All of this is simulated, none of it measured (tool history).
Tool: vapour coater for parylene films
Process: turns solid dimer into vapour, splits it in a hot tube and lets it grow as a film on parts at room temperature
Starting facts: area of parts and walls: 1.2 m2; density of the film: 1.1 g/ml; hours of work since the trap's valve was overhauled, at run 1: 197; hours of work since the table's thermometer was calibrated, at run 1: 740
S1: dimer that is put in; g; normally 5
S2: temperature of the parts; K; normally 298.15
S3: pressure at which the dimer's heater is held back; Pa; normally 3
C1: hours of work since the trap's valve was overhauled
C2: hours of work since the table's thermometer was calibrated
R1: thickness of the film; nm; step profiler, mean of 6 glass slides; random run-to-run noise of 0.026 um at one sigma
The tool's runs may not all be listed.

run    hour  S1      S2     S3   C1    C2    R1
  1       0   5  298.15      3  197   740  1900
  2      83   5  298.15   3.88  266   809  1740
        133  -- trap's valve overhauled
  3   138.1   5  298.15      3    4   852  2130
  4   186.6   5  298.15      3   45   892  2070
  5   239.8   5  298.15   2.24   89   936  2130
  6   298.7   5  298.15      3  138   985  1990
  7   379.2   5  298.15      3  205  1052  1900
  8   421.2   5  298.15      3  240  1087  1850
  9   475.7   5  298.15   2.76  285  1132  1890
      503.6  -- trap's valve overhauled
 10   529.8   5  298.15   11.8   22  1174  1640
 11   593.7   5  298.15   11.8   75  1227  1620
 12   648.7   5  298.15      3  121  1273  2020
 13   722.7   5  298.15      3  182  1334  1920
 14   769.4   5  298.15      3  221  1373  1880
 15     836   5  298.15   2.48  276  1428  1950
        872  -- trap's valve overhauled
 16     900   5  298.15   2.48   23  1478  2150
 17   983.5   5  298.15   2.48   93  1548  2110
 18  1049.4   5  298.15   2.48  147  1602  2040
 19  1088.5   5  298.15   2.48  180  1635  1960
 20  1136.2   6  300.15   2.48  220  1675  2270
 21  1177.6   5  291.15      3  254  1709  2100
       1243  -- trap's valve overhauled
       1244  -- table's thermometer calibrated
 22    1244   3  290.15   5.94    0     0  1280
 23  1283.1   2  298.15      3   32    32   840
 24  1342.3   4  299.15   3.36   82    82  1580
 25  1393.9   4  299.15   3.36  125   125  1570
 26  1469.5   5  298.15   5.73  187   187  1760
 27  1549.4   8  290.15   5.73  254   254  3210
       1614  -- trap's valve overhauled
 28  1615.3   6  290.15   5.73    1   305  2690
 29  1667.3   8  307.15      3   44   349  2770
 30  1739.6   2  295.15   4.39  104   409   810
 31  1798.6   2  295.15   4.39  153   458   780
 32  1869.6   9  298.15   4.85  212   517  3160
 33  1920.3   5  292.15   4.69  255   559  1910
       1984  -- trap's valve overhauled
 34  2002.1   5  292.15   4.69   15   623  2180
 35  2063.7   3  298.15  10.24   66   675  1000
 36  2118.7   8  298.15   3.47  112   720  3150
 37  2157.6   3  297.15      3  144   753  1230

The logged runs with the hidden state left out (each run's random variation unchanged):
Hidden conditions of the tool in this case: vapour lost through the trap's worn valve, %; true temperature of the parts over the reading, C; drift of the gauge itself on film_um, %.
run    R1
  1  2130
  2  2020
  3  2160
  4  2140
  5  2250
  6  2150
  7  2130
  8  2110
  9  2190
 10  1680
 11  1700
 12  2170
 13  2130
 14  2120
 15  2250
 16  2200
 17  2240
 18  2220
 19  2170
 20  2560
 21  2420
 22  1280
 23   850
 24  1640
 25  1660
 26  1920
 27  3620
 28  2700
 29  2850
 30   860
 31   840
 32  3510
 33  2180
 34  2210
 35  1040
 36  3340
 37  1320
